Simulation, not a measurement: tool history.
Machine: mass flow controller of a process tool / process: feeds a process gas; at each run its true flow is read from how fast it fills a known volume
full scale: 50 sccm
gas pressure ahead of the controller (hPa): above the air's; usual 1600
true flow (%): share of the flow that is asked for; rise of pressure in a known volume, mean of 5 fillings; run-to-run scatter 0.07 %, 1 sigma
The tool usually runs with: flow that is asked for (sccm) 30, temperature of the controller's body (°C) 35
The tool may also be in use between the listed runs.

run	day	flow that is asked for (sccm)	gas pressure ahead of the controller (hPa)	temperature of the controller's body (°C)	true flow (%)
1	0	30	1600	35	97.61
2	5.375	30	1600	35	97.7
3	10.038	30	1600	35	97.46
4	12.642	30	1900	35	97.74
5	16.567	30	1900	35	97.57
6	18.971	30	1600	35	97.47
7	21.254	30	1600	35	97.47
8	23.946	30	1600	30	97.83
9	28.279	30	1600	30	97.77
10	30.658	30	1600	30	97.68
11	33.375	30	1600	30	97.67
12	36.612	30	1600	30	97.51
13	39.029	30	1600	32	97.42
14	41.517	12	1600	35	96.06
15	45.462	12	1600	35	96.06
16	50.054	30	1800	35	97.24
17	53.579	30	1800	35	97.18
18	56.512	30	1800	35	97.17
19	61.154	30	1600	35	96.97
20	64.958	30	1600	35	97
21	67.717	35	1600	35	97.32
22	70.829	35	1600	35	97.08
23	76.088	13	1470	34	95.59
24	78.567	5	2390	23	96.5
# day 80.633: gauge calibrated
25	83.054	8	2390	23	97.56
26	85.358	8	2390	23	97.63
27	87.933	38	1600	30	98.47
28	90.35	8	1440	28	96.67
29	93.608	8	1440	28	96.52
30	98.367	11	1600	23	97.17
31	101.175	11	1600	39	95.89
32	105.883	11	1990	24	97.24
33	111.3	39	1650	35	97.81
34	114.012	30	1600	31	97.57
35	119.358	29	1810	38	96.89
36	122.471	45	1500	30	98.45
37	126.458	45	2670	34	98.8
38	130.029	6	1520	28	95.9

Estimate the outcome of run 39 from the log above:
39	134.821	14	2200	29	?

true flow (%): 96.77
The same run, on a tool lacking any hidden state, would have yielded true flow (%) 97.44.

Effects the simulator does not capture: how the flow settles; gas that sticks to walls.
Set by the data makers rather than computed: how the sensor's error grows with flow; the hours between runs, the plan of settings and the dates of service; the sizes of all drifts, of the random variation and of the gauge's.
